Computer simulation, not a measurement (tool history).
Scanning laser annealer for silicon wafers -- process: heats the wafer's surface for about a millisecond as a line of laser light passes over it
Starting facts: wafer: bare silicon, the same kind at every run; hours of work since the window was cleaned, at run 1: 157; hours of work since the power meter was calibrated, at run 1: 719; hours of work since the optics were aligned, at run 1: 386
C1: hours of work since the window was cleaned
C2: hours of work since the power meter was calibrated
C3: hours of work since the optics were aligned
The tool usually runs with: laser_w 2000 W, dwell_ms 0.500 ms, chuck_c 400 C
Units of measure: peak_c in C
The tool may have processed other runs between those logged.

{"run": 1, "hour": 0.0, "laser_w": 2000, "dwell_ms": 0.5, "chuck_c": 400, "C1": 157, "C2": 719, "C3": 386, "peak_c": 1195}
{"run": 2, "hour": 25.8, "laser_w": 2000, "dwell_ms": 0.5, "chuck_c": 400, "C1": 174, "C2": 736, "C3": 403, "peak_c": 1201}
{"run": 3, "hour": 45.4, "laser_w": 2000, "dwell_ms": 0.5, "chuck_c": 400, "C1": 188, "C2": 750, "C3": 417, "peak_c": 1202}
{"run": 4, "hour": 64.1, "laser_w": 2086, "dwell_ms": 0.5, "chuck_c": 400, "C1": 201, "C2": 762, "C3": 430, "peak_c": 1232}
{"run": 5, "hour": 75.4, "laser_w": 2000, "dwell_ms": 0.5, "chuck_c": 400, "C1": 208, "C2": 770, "C3": 437, "peak_c": 1198}
{"run": 6, "hour": 92.8, "laser_w": 2000, "dwell_ms": 0.5, "chuck_c": 400, "C1": 220, "C2": 782, "C3": 449, "peak_c": 1196}
{"hour": 97.3, "done": "laser's power meter calibrated"}
{"run": 7, "hour": 116.2, "laser_w": 1824, "dwell_ms": 0.439, "chuck_c": 369, "C1": 234, "C2": 13, "C3": 463, "peak_c": 1064}
{"run": 8, "hour": 132.4, "laser_w": 1824, "dwell_ms": 0.439, "chuck_c": 369, "C1": 245, "C2": 24, "C3": 474, "peak_c": 1060}
{"run": 9, "hour": 154.6, "laser_w": 2184, "dwell_ms": 0.54, "chuck_c": 402, "C1": 260, "C2": 39, "C3": 490, "peak_c": 1300}
{"run": 10, "hour": 171.9, "laser_w": 2184, "dwell_ms": 0.54, "chuck_c": 402, "C1": 272, "C2": 51, "C3": 501, "peak_c": 1305}
{"hour": 179.7, "done": "laser's power meter calibrated, once more"}
{"run": 11, "hour": 186.8, "laser_w": 2000, "dwell_ms": 0.522, "chuck_c": 400, "C1": 281, "C2": 5, "C3": 510, "peak_c": 1207}

Here are 3 independent what-if runs from the current tool condition. What would each one return?
{"run": "A", "hour": 207.0, "laser_w": 2000, "dwell_ms": 0.5, "chuck_c": 364, "C1": 294, "C2": 19, "C3": 523, "peak_c": "?"}
{"run": "B", "hour": 207.0, "laser_w": 2128, "dwell_ms": 0.459, "chuck_c": 396, "C1": 294, "C2": 19, "C3": 523, "peak_c": "?"}
{"run": "C", "hour": 207.0, "laser_w": 2000, "dwell_ms": 0.404, "chuck_c": 365, "C1": 294, "C2": 19, "C3": 523, "peak_c": "?"}

run=A peak_c=1153
run=B peak_c=1200
run=C peak_c=1084
Stripped of hidden state, with their random variation kept, the same runs would have yielded:
run=A peak_c=1163
run=B peak_c=1210
run=C peak_c=1093
